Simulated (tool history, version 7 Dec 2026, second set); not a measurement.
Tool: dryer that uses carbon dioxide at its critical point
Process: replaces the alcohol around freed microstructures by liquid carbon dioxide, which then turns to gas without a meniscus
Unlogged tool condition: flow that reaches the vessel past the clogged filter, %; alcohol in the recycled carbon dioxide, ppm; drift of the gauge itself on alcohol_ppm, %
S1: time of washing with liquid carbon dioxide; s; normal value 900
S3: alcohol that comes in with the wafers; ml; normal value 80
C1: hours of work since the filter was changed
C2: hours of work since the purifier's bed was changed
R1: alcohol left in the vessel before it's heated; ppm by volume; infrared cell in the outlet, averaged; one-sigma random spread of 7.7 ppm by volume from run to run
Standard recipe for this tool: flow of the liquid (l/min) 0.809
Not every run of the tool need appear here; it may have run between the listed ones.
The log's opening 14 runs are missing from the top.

run 15 hour=115 | S1=900 flow_of_the_liquid_(l/min)=0.809 S3=80 | C1=167 C2=132 | R1=600
run 16 hour=123.4 | S1=660 flow_of_the_liquid_(l/min)=0.809 S3=80 | C1=172 C2=138 | R1=1831
run 17 hour=129 | S1=660 flow_of_the_liquid_(l/min)=0.809 S3=80 | C1=176 C2=142 | R1=1870
run 18 hour=136 | S1=900 flow_of_the_liquid_(l/min)=0.877 S3=80 | C1=181 C2=147 | R1=441
run 19 hour=141.7 | S1=900 flow_of_the_liquid_(l/min)=0.877 S3=80 | C1=185 C2=150 | R1=443
run 20 hour=149.5 | S1=900 flow_of_the_liquid_(l/min)=0.809 S3=85 | C1=190 C2=156 | R1=668
run 21 hour=155.7 | S1=1320 flow_of_the_liquid_(l/min)=0.809 S3=80 | C1=195 C2=160 | R1=115
run 22 hour=163.5 | S1=1320 flow_of_the_liquid_(l/min)=0.809 S3=80 | C1=200 C2=165 | R1=124
run 23 hour=172.9 | S1=1320 flow_of_the_liquid_(l/min)=0.809 S3=80 | C1=206 C2=172 | R1=123
run 24 hour=177.4 | S1=900 flow_of_the_liquid_(l/min)=0.809 S3=80 | C1=209 C2=175 | R1=659
run 25 hour=184.9 | S1=900 flow_of_the_liquid_(l/min)=0.634 S3=80 | C1=215 C2=180 | R1=1665
run 26 hour=194.8 | S1=900 flow_of_the_liquid_(l/min)=0.809 S3=30 | C1=221 C2=187 | R1=281
run 27 hour=199.6 | S1=900 flow_of_the_liquid_(l/min)=0.94 S3=22 | C1=225 C2=190 | R1=123
run 28 hour=207.2 | S1=1020 flow_of_the_liquid_(l/min)=0.809 S3=23 | C1=230 C2=195 | R1=154
run 29 hour=216.3 | S1=660 flow_of_the_liquid_(l/min)=1.06 S3=23 | C1=236 C2=202 | R1=251
run 30 hour=220.5 | S1=660 flow_of_the_liquid_(l/min)=1.06 S3=33 | C1=239 C2=205 | R1=354

Estimate the outcome of run 31 from the log above:
run 31 hour=226.4 | S1=1320 flow_of_the_liquid_(l/min)=0.809 S3=30 | C1=243 C2=209 | R1=?

R1: 81 ppm by volume
With no hidden state in the tool, this same run would have given R1 24 ppm by volume.
